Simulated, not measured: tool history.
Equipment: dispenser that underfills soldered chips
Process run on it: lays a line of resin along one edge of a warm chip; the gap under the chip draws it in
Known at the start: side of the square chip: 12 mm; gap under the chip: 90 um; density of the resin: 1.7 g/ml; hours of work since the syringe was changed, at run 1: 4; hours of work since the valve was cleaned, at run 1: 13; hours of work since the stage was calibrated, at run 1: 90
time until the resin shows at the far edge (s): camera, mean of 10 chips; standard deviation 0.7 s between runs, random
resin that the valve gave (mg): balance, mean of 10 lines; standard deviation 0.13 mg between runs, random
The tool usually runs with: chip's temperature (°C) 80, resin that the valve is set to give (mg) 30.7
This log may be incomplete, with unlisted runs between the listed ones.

| run | hour | chip's temperature (°C) | resin that the valve is set to give (mg) | hours of work since the syringe was changed | hours of work since the valve was cleaned | hours of work since the stage was calibrated | time until the resin shows at the far edge (s) | resin that the valve gave (mg) |
|---|---|---|---|---|---|---|---|---|
| 1 | 0 | 80 | 30.7 | 4 | 13 | 90 | 73.1 | 30.42 |
|  | 6.5 | new syringe of resin |
| 2 | 8.8 | 92 | 30.7 | 1 | 18 | 95 | 45.8 | 30.27 |
| 3 | 16.1 | 92 | 30.7 | 6 | 23 | 100 | 55 | 30.13 |
|  | 19.1 | new syringe of resin |
| 4 | 21.8 | 66 | 30.7 | 2 | 26 | 103 | 108 | 30.32 |
| 5 | 25.3 | 81 | 30.7 | 4 | 28 | 105 | 70.3 | 30.27 |
| 6 | 29.4 | 81 | 30.7 | 7 | 31 | 108 | 77.8 | 30.2 |
|  | 31.6 | new syringe of resin |
| 7 | 37.3 | 81 | 30.7 | 4 | 36 | 113 | 70.3 | 29.96 |
|  | 43.7 | new syringe of resin |
| 8 | 43.9 | 81 | 30.7 | 0 | 40 | 117 | 64.1 | 30.09 |
| 9 | 52.1 | 81 | 30.7 | 5 | 45 | 122 | 75.7 | 29.6 |
|  | 55.8 | new syringe of resin |
| 10 | 60.3 | 71 | 30.7 | 3 | 50 | 127 | 95.2 | 29.82 |
| 11 | 65.7 | 71 | 30.7 | 6 | 53 | 130 | 107.6 | 29.63 |
|  | 67.7 | new syringe of resin |
| 12 | 74.5 | 70 | 33.1 | 4 | 59 | 135 | 102.2 | 31.86 |
|  | 79.8 | new syringe of resin |
| 13 | 80.5 | 70 | 33.1 | 0 | 62 | 139 | 88.7 | 31.72 |
| 14 | 87.8 | 69 | 29.3 | 5 | 67 | 144 | 111.2 | 27.99 |
|  | 91.8 | new syringe of resin |
| 15 | 96.7 | 92 | 30.7 | 3 | 72 | 149 | 50.4 | 29.46 |
| 16 | 103 | 95 | 28.1 | 7 | 76 | 153 | 55.4 | 26.73 |
|  | 103.8 | new syringe of resin |
| 17 | 111.9 | 93 | 28 | 5 | 82 | 158 | 54.6 | 26.4 |
|  | 116.1 | new syringe of resin |
| 18 | 117.5 | 93 | 28 | 1 | 85 | 162 | 45.6 | 26.5 |
|  | 123.2 | dispensing valve cleaned and set on the balance |
| 19 | 125.5 | 65 | 38.4 | 5 | 1 | 166 | 119.9 | 37.97 |

Predict each of these 3 candidate next runs independently; none follows another, all start after run 19:
|  | 129.5 | new syringe of resin |
| A | 132.6 | 77 | 30.7 | 2 | 6 | 170 | ? | ? |
|  | 129.5 | new syringe of resin |
| B | 132.6 | 78 | 35.9 | 2 | 6 | 170 | ? | ? |
|  | 129.5 | new syringe of resin |
| C | 132.6 | 65 | 28.3 | 2 | 6 | 170 | ? | ? |

| run | time until the resin shows at the far edge (s) | resin that the valve gave (mg) |
|---|---|---|
| A | 77.2 | 30.62 |
| B | 72.7 | 35.88 |
| C | 115.8 | 28.49 |
Without the tool's hidden state the same runs would have given:
| run | time until the resin shows at the far edge (s) | resin that the valve gave (mg) |
|---|---|---|
| A | 71.1 | 30.67 |
| B | 67 | 35.93 |
| C | 106.5 | 28.54 |
